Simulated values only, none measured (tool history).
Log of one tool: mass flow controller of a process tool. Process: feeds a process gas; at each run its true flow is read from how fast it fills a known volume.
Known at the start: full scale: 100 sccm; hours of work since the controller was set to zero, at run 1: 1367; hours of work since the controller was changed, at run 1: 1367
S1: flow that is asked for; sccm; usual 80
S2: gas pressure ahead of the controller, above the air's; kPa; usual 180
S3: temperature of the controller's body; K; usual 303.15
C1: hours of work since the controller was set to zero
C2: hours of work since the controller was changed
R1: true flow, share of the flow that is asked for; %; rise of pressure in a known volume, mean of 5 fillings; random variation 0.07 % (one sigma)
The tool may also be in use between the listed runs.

Run 1, hour 0.0: usual settings; C1 1367; C2 1367. Result: R1 100.59 %.
Run 2, hour 50.4: usual settings but S3 300.15 K; C1 1392; C2 1392. Result: R1 100.99 %.
Run 3, hour 144.2: usual settings but S2 261 kPa; C1 1438; C2 1438. Result: R1 101.07 %.
Run 4, hour 202.1: usual settings but S2 241 kPa; C1 1466; C2 1466. Result: R1 101.14 %.
Run 5, hour 268.3: usual settings but S2 241 kPa; C1 1499; C2 1499. Result: R1 101.11 %.
Run 6, hour 350.5: usual settings but S2 195 kPa; C1 1540; C2 1540. Result: R1 100.71 %.
Run 7, hour 458.4: usual settings but S2 195 kPa; C1 1593; C2 1593. Result: R1 100.78 %.
Run 8, hour 558.6: usual settings but S2 195 kPa; C1 1642; C2 1642. Result: R1 100.85 %.
Run 9, hour 614.8: usual settings but S1 29 sccm, S2 195 kPa; C1 1670; C2 1670. Result: R1 101.53 %.
Run 10, hour 702.9: usual settings; C1 1713; C2 1713. Result: R1 100.87 %.
Run 11, hour 772.2: usual settings; C1 1747; C2 1747. Result: R1 100.97 %.
Run 12, hour 869.7: usual settings; C1 1795; C2 1795. Result: R1 100.82 %.
Run 13, hour 975.2: usual settings but S2 148 kPa; C1 1847; C2 1847. Result: R1 100.74 %.
Run 14, hour 1039.7: usual settings; C1 1879; C2 1879. Result: R1 100.92 %.
Run 15, hour 1145.3: usual settings; C1 1931; C2 1931. Result: R1 100.97 %.
Run 16, hour 1208.5: usual settings; C1 1962; C2 1962. Result: R1 100.95 %.
Run 17, hour 1329.8: usual settings; C1 2022; C2 2022. Result: R1 101.02 %.
Run 18, hour 1392.4: usual settings; C1 2052; C2 2052. Result: R1 100.94 %.
Run 19, hour 1452.2: usual settings; C1 2082; C2 2082. Result: R1 101.13 %.
Run 20, hour 1531.1: usual settings; C1 2121; C2 2121. Result: R1 100.96 %.
Run 21, hour 1643.9: usual settings; C1 2176; C2 2176. Result: R1 101.19 %.
Run 22, hour 1697.3: usual settings but S1 45 sccm; C1 2202; C2 2202. Result: R1 101.57 %.
At hour 1707.5: controller's zero set anew.
Run 23, hour 1785.4: usual settings but S1 45 sccm; C1 38; C2 2246. Result: R1 101.71 %.
Run 24, hour 1855.1: usual settings but S1 45 sccm; C1 73; C2 2280. Result: R1 101.77 %.

The next listed run, before its measurement:
At hour 1914.7: controller's zero set anew, once more.
Run 25, hour 1957.5: usual settings but S1 45 sccm; C1 21; C2 2330. Result: R1 ?.

Run 25 gave R1 100.61 %.
Without the tool's hidden state the same run would have given R1 99.13 %.
